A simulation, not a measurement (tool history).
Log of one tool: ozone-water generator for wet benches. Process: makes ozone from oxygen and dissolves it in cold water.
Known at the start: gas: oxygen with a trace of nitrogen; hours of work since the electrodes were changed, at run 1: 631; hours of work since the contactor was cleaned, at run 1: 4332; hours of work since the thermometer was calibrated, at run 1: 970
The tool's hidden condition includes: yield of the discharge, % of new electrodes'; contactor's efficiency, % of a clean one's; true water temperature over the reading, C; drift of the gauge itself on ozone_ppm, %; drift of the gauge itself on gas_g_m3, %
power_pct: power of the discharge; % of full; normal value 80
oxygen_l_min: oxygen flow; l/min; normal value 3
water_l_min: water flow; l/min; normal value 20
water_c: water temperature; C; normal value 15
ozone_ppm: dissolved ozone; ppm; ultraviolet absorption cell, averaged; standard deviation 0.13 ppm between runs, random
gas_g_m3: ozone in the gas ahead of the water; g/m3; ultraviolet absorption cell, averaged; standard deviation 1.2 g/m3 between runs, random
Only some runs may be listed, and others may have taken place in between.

run,hour,power_pct,oxygen_l_min,water_l_min,water_c,hours of work since the electrodes were changed,hours of work since the contactor was cleaned,hours of work since the thermometer was calibrated,ozone_ppm,gas_g_m3
1,0,80,3,20,15,631,4332,970,14.1,211.8
2,23.3,80,3,20,15,652,4354,991,14.1,211.1
3,49,80,3,20,15,676,4377,1015,14.2,213.6
4,73,80,3,19,15,698,4399,1037,14.9,212.8
5,95.3,80,3,19,15,718,4420,1057,14.8,213.3
6,122.7,80,3.27,20,15,743,4445,1083,14.4,206.4
7,151.5,80,3,20,15,770,4471,1109,14.2,211.1
8,170.4,80,3,20,15,787,4488,1126,14.1,211.8
9,185.8,80,3,20,15,801,4502,1140,14.2,214
10,200.6,80,3,20,15,814,4516,1154,13.9,213.6
11,225.8,80,2.54,20,15,838,4539,1177,13.3,227.3
12,238.4,80,3.57,20,15,849,4551,1188,14.7,198.2
13,257.7,80,3,20,15,867,4568,1206,14,214.2
14,277.9,80,3,20,15,885,4587,1225,14.2,213.9
15,293.4,80,3,20,15,899,4601,1239,14.1,211.5
16,322.4,80,3,20,15,926,4627,1265,14.1,212.6
17,336.9,80,3,20,15,939,4641,1279,14,212.5
18,351.9,80,3,20,15,953,4654,1292,14.1,212.3
19,374,58,3.07,20,15,973,4675,1313,11.2,167.3
20,398.8,58,3.07,20,15,996,4697,1335,11.2,167.7
21,422.9,64,3,20,14,1018,4719,1357,12.1,180
22,442,64,3,20,14,1035,4737,1375,12.1,181.8
23,471.3,80,2.78,20,10,1062,4764,1402,14.3,217.6
24,496,55,3.39,25,8,1085,4786,1424,9.1,155.3
25,513.5,92,3.57,20,21,1101,4802,1440,15.4,217.7
26,538.3,44,2.78,20,15,1124,4825,1463,9,142.3
27,559.8,87,3,18,15,1143,4845,1483,16.7,227.4
28,583.9,87,3,18,15,1165,4867,1505,16.8,225.5
29,600.2,52,3,18,13,1180,4882,1520,11.9,156.1
30,618.3,52,3,18,13,1197,4898,1536,11.7,155.6
31,647.3,65,3,20,15,1223,4925,1563,12.2,182.3

For run 32, what comes out?
32,665.9,65,3,20,15,1240,4942,1580,?,?

{"run 32": {"ozone_ppm": 12.1, "gas_g_m3": 181.7}}
Had the tool carried no hidden state, the very same run would have given ozone_ppm 12.1 ppm, gas_g_m3 181.8 g/m3.
